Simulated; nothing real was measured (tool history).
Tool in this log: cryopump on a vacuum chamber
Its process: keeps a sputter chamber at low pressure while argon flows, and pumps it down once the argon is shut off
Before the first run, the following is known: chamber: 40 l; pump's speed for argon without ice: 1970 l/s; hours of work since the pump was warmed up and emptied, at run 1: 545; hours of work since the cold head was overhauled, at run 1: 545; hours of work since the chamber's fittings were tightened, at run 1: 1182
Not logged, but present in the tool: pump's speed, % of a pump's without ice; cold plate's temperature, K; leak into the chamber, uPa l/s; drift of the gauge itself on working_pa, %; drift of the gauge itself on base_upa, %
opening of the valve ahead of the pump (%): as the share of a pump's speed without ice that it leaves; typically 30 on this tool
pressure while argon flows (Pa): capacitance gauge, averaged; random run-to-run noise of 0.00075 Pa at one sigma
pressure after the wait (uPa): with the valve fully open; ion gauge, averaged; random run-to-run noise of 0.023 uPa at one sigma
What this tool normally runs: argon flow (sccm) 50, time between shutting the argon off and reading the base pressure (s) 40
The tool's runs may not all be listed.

run   hour  argon flow (sccm)  time between shutting the argon off and reading the base pressure (s)  opening of the valve ahead of the pump (%)  hours of work since the pump was warmed up and emptied  hours of work since the cold head was overhauled  hours of work since the chamber's fittings were tightened  pressure while argon flows (Pa)  pressure after the wait (uPa)
  1      0                 50                                                                     40                                          30                                                     545                                               545                                                       1182                           0.1501                           1.35
  2     14                 50                                                                     40                                          30                                                     556                                               556                                                       1194                           0.1511                           1.36
      34.9  -- pump warmed up, emptied and cooled again
  3   35.4                 50                                                                     40                                          30                                                       0                                               570                                                       1207                           0.1429                           1.28
  4   60.3                 50                                                                     40                                          30                                                      21                                               590                                                       1228                           0.1442                           1.28
  5     74                 50                                                                     40                                          30                                                      32                                               601                                                       1239                           0.1436                           1.24
  6   94.7                 50                                                                     40                                          32                                                      49                                               618                                                       1256                           0.1351                           1.28
  7  120.6                 50                                                                     40                                          27                                                      70                                               639                                                       1277                           0.1605                           1.38
  8  146.5                 50                                                                     40                                          27                                                      92                                               661                                                       1298                             0.16                           1.35
  9  175.3                 50                                                                     40                                          30                                                     115                                               684                                                       1322                           0.1445                           1.34
 10  199.2                 50                                                                     40                                          26                                                     135                                               704                                                       1342                           0.1688                           1.42
 11  216.4                 50                                                                     40                                          26                                                     149                                               718                                                       1356                           0.1648                           1.36
 12  242.3                 50                                                                     40                                          26                                                     170                                               739                                                       1377                            0.167                           1.43
 13  266.3                 50                                                                    142                                          26                                                     190                                               759                                                       1397                           0.1665                           1.07
 14  279.8                 50                                                                    142                                          28                                                     201                                               770                                                       1408                           0.1542                           1.08
 15  300.2                 50                                                                    142                                          28                                                     218                                               787                                                       1425                           0.1565                           1.07
 16  321.6                 50                                                                     40                                          30                                                     235                                               805                                                       1442                            0.146                           1.46
 17  341.5                 29                                                                     40                                          30                                                     252                                               821                                                       1458                           0.0843                           1.48
 18  367.6                 29                                                                     40                                          30                                                     273                                               842                                                       1480                           0.0854                           1.42
 19    389                 50                                                                    160                                          26                                                     291                                               860                                                       1497                           0.1677                           1.08
 20  421.1                 84                                                                    272                                          16                                                     317                                               886                                                       1524                           0.4561                           1.11
 21  438.7                 84                                                                    272                                          16                                                     332                                               901                                                       1538                           0.4555                           1.11
 22  465.8                 42                                                                    256                                          35                                                     354                                               923                                                       1561                           0.1072                           1.12
 23  490.6                 68                                                                     50                                          38                                                     374                                               943                                                       1581                             0.16                           1.48
 24  517.4                 50                                                                     37                                          30                                                     396                                               965                                                       1603                           0.1469                           1.62
 25  547.4                 50                                                                    122                                          30                                                     421                                               990                                                       1628                            0.148                           1.24
 26  575.1                 50                                                                     25                                          34                                                     444                                              1013                                                       1650                           0.1319                           1.98
 27  601.2                 89                                                                     40                                          20                                                     465                                              1034                                                       1672                            0.393                           1.65
 28  632.8                 89                                                                     40                                          20                                                     491                                              1060                                                       1698                           0.3941                           1.64
 29  659.7                 52                                                                     40                                          51                                                     513                                              1082                                                       1720                           0.0944                           1.74
 30  685.2                 37                                                                     20                                          17                                                     534                                              1103                                                       1741                           0.1926                           2.22
 31    706                 37                                                                     20                                          17                                                     551                                              1120                                                       1758                           0.1917                           2.27
     732.6  -- pump warmed up, emptied and cooled again
 32  736.6                 37                                                                     20                                          17                                                       3                                              1141                                                       1779                            0.187                           2.14
 33  766.5                 87                                                                    272                                          38                                                      28                                              1166                                                       1803                           0.1973                           1.11

Predict each of these 4 candidate next runs independently; none follows another, all start after run 33:
  A  790.6                 50                                                                     35                                          16                                                      48                                              1186                                                       1823                                ?                              ?
  B  790.6                 65                                                                     98                                          30                                                      48                                              1186                                                       1823                                ?                              ?
  C  790.6                 24                                                                     48                                          38                                                      48                                              1186                                                       1823                                ?                              ?
  D  790.6                 51                                                                     24                                          32                                                      48                                              1186                                                       1823                                ?                              ?

run  pressure while argon flows (Pa)  pressure after the wait (uPa)
  A                            0.269                           1.71
  B                           0.1873                            1.3
  C                            0.055                           1.55
  D                           0.1376                           2.02
Stripped of hidden state, with their random variation kept, the same runs would have yielded:
run  pressure while argon flows (Pa)  pressure after the wait (uPa)
  A                            0.268                           0.77
  B                           0.1859                           0.37
  C                           0.0545                           0.63
  D                           0.1365                           1.08
